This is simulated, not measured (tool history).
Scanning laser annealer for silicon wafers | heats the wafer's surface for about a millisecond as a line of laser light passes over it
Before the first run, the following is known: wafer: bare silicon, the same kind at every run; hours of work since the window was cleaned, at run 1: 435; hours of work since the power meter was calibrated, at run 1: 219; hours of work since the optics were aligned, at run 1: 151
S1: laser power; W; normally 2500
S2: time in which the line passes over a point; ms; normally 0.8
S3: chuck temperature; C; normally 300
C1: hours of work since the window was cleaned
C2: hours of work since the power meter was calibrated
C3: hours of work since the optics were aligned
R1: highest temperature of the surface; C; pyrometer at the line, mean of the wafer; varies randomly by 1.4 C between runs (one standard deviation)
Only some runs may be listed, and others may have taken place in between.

{"run": 1, "hour": 0.0, "S1": 2500, "S2": 0.8, "S3": 300, "C1": 435, "C2": 219, "C3": 151, "R1": 1130}
{"run": 2, "hour": 20.2, "S1": 2500, "S2": 0.908, "S3": 300, "C1": 446, "C2": 230, "C3": 162, "R1": 1187}
{"run": 3, "hour": 33.9, "S1": 2500, "S2": 0.908, "S3": 300, "C1": 453, "C2": 237, "C3": 169, "R1": 1187}
{"run": 4, "hour": 49.3, "S1": 2431, "S2": 0.908, "S3": 300, "C1": 461, "C2": 245, "C3": 177, "R1": 1160}
{"run": 5, "hour": 60.5, "S1": 2500, "S2": 0.723, "S3": 300, "C1": 467, "C2": 251, "C3": 183, "R1": 1089}
{"run": 6, "hour": 80.2, "S1": 2500, "S2": 0.723, "S3": 300, "C1": 477, "C2": 261, "C3": 193, "R1": 1090}
{"run": 7, "hour": 88.6, "S1": 2149, "S2": 0.723, "S3": 300, "C1": 482, "C2": 266, "C3": 198, "R1": 979}
{"run": 8, "hour": 101.5, "S1": 2149, "S2": 0.723, "S3": 300, "C1": 489, "C2": 273, "C3": 204, "R1": 980}
{"run": 9, "hour": 111.9, "S1": 2149, "S2": 0.723, "S3": 300, "C1": 494, "C2": 278, "C3": 210, "R1": 979}
{"run": 10, "hour": 125.4, "S1": 2347, "S2": 0.8, "S3": 300, "C1": 501, "C2": 285, "C3": 217, "R1": 1080}
{"run": 11, "hour": 144.4, "S1": 2347, "S2": 0.8, "S3": 300, "C1": 511, "C2": 295, "C3": 227, "R1": 1078}
{"hour": 149.1, "done": "laser's power meter calibrated"}
{"run": 12, "hour": 163.4, "S1": 2500, "S2": 0.915, "S3": 287, "C1": 519, "C2": 7, "C3": 235, "R1": 1172}
{"run": 13, "hour": 173.4, "S1": 2500, "S2": 0.673, "S3": 315, "C1": 525, "C2": 13, "C3": 241, "R1": 1076}
{"run": 14, "hour": 181.8, "S1": 2500, "S2": 0.673, "S3": 315, "C1": 529, "C2": 17, "C3": 245, "R1": 1075}
{"hour": 189.2, "done": "laser's power meter calibrated, once more"}
{"run": 15, "hour": 199.8, "S1": 2427, "S2": 0.758, "S3": 305, "C1": 537, "C2": 6, "C3": 253, "R1": 1091}
{"run": 16, "hour": 217.9, "S1": 2427, "S2": 0.758, "S3": 305, "C1": 546, "C2": 15, "C3": 262, "R1": 1088}

Predict each of these 4 candidate next runs independently; none follows another, all start after run 16:
{"run": "A", "hour": 238.2, "S1": 2274, "S2": 0.709, "S3": 331, "C1": 557, "C2": 26, "C3": 273, "R1": "?"}
{"run": "B", "hour": 238.2, "S1": 2263, "S2": 0.758, "S3": 333, "C1": 557, "C2": 26, "C3": 273, "R1": "?"}
{"run": "C", "hour": 238.2, "S1": 2189, "S2": 0.758, "S3": 305, "C1": 557, "C2": 26, "C3": 273, "R1": "?"}
{"run": "D", "hour": 238.2, "S1": 2256, "S2": 0.8, "S3": 300, "C1": 557, "C2": 26, "C3": 273, "R1": "?"}

run=A R1=1041
run=B R1=1066
run=C R1=1016
run=D R1=1050
With no hidden state in the tool, these same runs would have given:
run=A R1=1055
run=B R1=1081
run=C R1=1031
run=D R1=1065

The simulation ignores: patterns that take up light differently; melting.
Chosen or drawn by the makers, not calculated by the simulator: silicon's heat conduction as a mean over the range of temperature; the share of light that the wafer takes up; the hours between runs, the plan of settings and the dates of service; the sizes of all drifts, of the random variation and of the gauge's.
